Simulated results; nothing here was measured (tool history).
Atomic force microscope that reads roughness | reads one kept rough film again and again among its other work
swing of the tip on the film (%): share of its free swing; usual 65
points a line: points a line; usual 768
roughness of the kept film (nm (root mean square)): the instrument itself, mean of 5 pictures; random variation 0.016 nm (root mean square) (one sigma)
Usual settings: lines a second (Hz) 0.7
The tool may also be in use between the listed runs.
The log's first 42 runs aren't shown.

run,day,lines a second (Hz),swing of the tip on the film (%),points a line,roughness of the kept film (nm (root mean square))
# day 25.504: new tip fitted
43,25.608,2.42,78,854,3.631
44,26.238,0.7,71,857,3.869
45,26.588,0.832,67,417,3.863
46,27.338,0.832,67,417,3.82
47,27.971,2.279,88,860,3.427
48,28.358,2.61,56,573,3.756
49,28.871,2.973,56,646,3.711
50,29.333,1.185,55,333,3.777
51,30.05,2.629,57,624,3.689
52,30.675,0.7,58,980,3.735
53,31.204,1.184,69,465,3.672
54,31.858,2.907,74,525,3.477

3 ways to go on from here, each from the tool as it stands after run 54. What would each give?
A,32.496,3.867,89,319,?
B,32.496,1.268,85,929,?
C,32.496,0.7,64,768,?

run,roughness of the kept film (nm (root mean square))
A,3.025
B,3.512
C,3.669
Without the tool's hidden state the same runs would have given:
run,roughness of the kept film (nm (root mean square))
A,3.226
B,3.745
C,3.913
